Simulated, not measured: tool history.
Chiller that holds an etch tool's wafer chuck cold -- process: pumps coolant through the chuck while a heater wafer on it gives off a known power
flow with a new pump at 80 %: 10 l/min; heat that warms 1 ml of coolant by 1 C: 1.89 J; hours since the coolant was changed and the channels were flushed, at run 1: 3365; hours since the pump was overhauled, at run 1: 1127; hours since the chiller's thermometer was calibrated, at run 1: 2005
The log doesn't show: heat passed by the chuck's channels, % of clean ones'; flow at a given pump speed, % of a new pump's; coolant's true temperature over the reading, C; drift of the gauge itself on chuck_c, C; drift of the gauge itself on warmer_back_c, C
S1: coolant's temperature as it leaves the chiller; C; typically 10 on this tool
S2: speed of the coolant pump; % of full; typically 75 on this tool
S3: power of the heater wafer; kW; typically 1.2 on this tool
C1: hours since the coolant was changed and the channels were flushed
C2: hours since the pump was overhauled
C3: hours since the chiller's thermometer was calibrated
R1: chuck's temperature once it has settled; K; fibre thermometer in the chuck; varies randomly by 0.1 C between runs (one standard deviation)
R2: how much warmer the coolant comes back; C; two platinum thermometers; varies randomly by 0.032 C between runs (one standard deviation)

Run 1, day 0: usual settings; C1 3365; C2 1127; C3 2005. Result: R1 294.85 K, R2 4.09 C.
Run 2, day 0.596: usual settings but S3 0.884 kW; C1 3380; C2 1141; C3 2019. Result: R1 291.85 K, R2 3.05 C.
Run 3, day 1.858: usual settings but S3 0.884 kW; C1 3410; C2 1171; C3 2049. Result: R1 291.85 K, R2 2.97 C.
Run 4, day 3.104: usual settings but S2 80 % of full, S3 0.884 kW; C1 3440; C2 1201; C3 2079. Result: R1 291.35 K, R2 2.86 C.
Run 5, day 4.379: usual settings but S2 80 % of full, S3 0.884 kW; C1 3470; C2 1232; C3 2110. Result: R1 291.45 K, R2 2.84 C.
Run 6, day 5.021: usual settings but S2 66 % of full, S3 1.345 kW; C1 3486; C2 1247; C3 2125. Result: R1 297.75 K, R2 5.33 C.
Run 7, day 5.725: usual settings but S2 66 % of full, S3 1.345 kW; C1 3503; C2 1264; C3 2142. Result: R1 297.85 K, R2 5.39 C.
Run 8, day 6.421: usual settings but S1 13 C, S2 71 % of full, S3 0.638 kW; C1 3519; C2 1281; C3 2159. Result: R1 292.75 K, R2 2.4 C.

Run 9 is up next; what results do you expect?
Run 9, day 7.338: usual settings but S1 13 C, S2 71 % of full, S3 0.638 kW; C1 3541; C2 1303; C3 2181. Result: R1 ?, R2 ?.

Run 9 produced R1 292.75 K, R2 2.4 C.
Take away the tool's hidden state, keep the run-to-run variation as it was, and the same run would have given R1 292.75 K, R2 2.3 C.
